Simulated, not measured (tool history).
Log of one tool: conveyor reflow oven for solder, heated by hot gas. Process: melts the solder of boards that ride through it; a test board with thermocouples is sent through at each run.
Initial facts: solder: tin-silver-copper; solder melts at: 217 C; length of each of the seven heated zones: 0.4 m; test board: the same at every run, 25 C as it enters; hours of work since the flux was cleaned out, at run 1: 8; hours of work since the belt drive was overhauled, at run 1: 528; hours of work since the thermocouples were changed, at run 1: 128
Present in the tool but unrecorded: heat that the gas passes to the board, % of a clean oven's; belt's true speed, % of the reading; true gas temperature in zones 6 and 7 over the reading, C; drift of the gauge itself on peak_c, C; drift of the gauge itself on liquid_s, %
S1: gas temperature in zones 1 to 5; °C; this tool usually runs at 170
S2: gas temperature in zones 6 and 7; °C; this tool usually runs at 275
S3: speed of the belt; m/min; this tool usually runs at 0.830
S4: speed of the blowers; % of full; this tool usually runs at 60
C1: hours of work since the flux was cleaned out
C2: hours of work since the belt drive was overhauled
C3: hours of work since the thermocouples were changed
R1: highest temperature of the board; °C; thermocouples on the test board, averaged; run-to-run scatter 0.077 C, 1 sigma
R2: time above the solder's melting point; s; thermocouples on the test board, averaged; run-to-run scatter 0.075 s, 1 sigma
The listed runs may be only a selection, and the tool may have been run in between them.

run,day,S1,S2,S3,S4,C1,C2,C3,R1,R2
1,0.000,170,275,0.830,60,8,528,128,258.86,46.25
2,3.967,170,275,0.830,60,65,585,185,258.26,46.17
3,6.917,170,275,0.830,60,107,627,227,258.15,46.05
4,8.708,170,275,0.830,60,132,653,252,257.98,45.99
# day 10.917: flux residue cleaned out of gas plates and filters
5,13.167,170,275,0.830,60,32,713,313,258.47,46.32
6,16.896,170,268,0.830,60,85,767,366,251.87,43.13
7,19.842,170,265,0.946,64,127,809,409,245.73,33.88
8,21.671,170,265,0.946,78,154,835,435,248.45,36.05
# day 22.575: flux residue cleaned out of gas plates and filters
9,25.733,170,265,0.890,58,45,890,490,246.77,37.07

Expected results for the next run?
10,28.458,170,265,0.890,79,84,929,529,?,?

R1: 250.87 °C
R2: 40.36 s
On a tool with no hidden condition, and with the same random variation, this run would have come out at R1 251.76 °C, R2 39.69 s.

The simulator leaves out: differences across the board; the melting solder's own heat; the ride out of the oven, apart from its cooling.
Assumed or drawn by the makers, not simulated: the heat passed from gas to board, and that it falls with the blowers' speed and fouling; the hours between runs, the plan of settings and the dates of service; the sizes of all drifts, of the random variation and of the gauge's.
